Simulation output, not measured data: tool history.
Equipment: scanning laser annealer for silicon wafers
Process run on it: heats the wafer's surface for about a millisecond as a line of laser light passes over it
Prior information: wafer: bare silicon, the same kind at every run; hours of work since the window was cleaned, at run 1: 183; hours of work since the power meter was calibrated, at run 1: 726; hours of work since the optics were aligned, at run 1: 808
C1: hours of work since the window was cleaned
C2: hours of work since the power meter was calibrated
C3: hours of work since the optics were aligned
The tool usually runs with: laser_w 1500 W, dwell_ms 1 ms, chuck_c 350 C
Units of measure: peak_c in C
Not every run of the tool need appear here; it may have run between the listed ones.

run 1 hour=0 | laser_w=1500 dwell_ms=1 chuck_c=350 | C1=183 C2=726 C3=808 | peak_c=1056
run 2 hour=39.3 | laser_w=1500 dwell_ms=1 chuck_c=350 | C1=213 C2=757 C3=838 | peak_c=1053
-- hour=101.6 optics aligned, line set to its width
run 3 hour=110.7 | laser_w=1500 dwell_ms=1 chuck_c=350 | C1=265 C2=808 C3=7 | peak_c=1056
run 4 hour=165 | laser_w=1450 dwell_ms=1 chuck_c=350 | C1=307 C2=850 C3=49 | peak_c=1031
run 5 hour=203.5 | laser_w=1450 dwell_ms=1 chuck_c=350 | C1=337 C2=880 C3=79 | peak_c=1029
run 6 hour=265.9 | laser_w=1450 dwell_ms=1 chuck_c=350 | C1=385 C2=928 C3=127 | peak_c=1026
-- hour=280.7 window over the wafer cleaned
run 7 hour=315 | laser_w=1500 dwell_ms=0.72 chuck_c=350 | C1=27 C2=965 C3=163 | peak_c=950
run 8 hour=359.3 | laser_w=1500 dwell_ms=0.72 chuck_c=350 | C1=61 C2=999 C3=198 | peak_c=949
run 9 hour=394 | laser_w=1500 dwell_ms=0.72 chuck_c=350 | C1=88 C2=1026 C3=225 | peak_c=946
run 10 hour=461.2 | laser_w=1500 dwell_ms=0.78 chuck_c=350 | C1=140 C2=1078 C3=277 | peak_c=971
run 11 hour=504.9 | laser_w=1500 dwell_ms=0.78 chuck_c=350 | C1=173 C2=1111 C3=310 | peak_c=975
run 12 hour=540.8 | laser_w=1500 dwell_ms=1.14 chuck_c=350 | C1=201 C2=1139 C3=338 | peak_c=1119
run 13 hour=604.3 | laser_w=1500 dwell_ms=1.14 chuck_c=350 | C1=250 C2=1188 C3=387 | peak_c=1116

Run 14 is up next; what results do you expect?
run 14 hour=636.9 | laser_w=1500 dwell_ms=1.14 chuck_c=350 | C1=275 C2=1213 C3=412 | peak_c=?

{"run 14": {"peak_c": 1113}}
The same run, on a tool lacking any hidden state, would have yielded peak_c 1127 C.
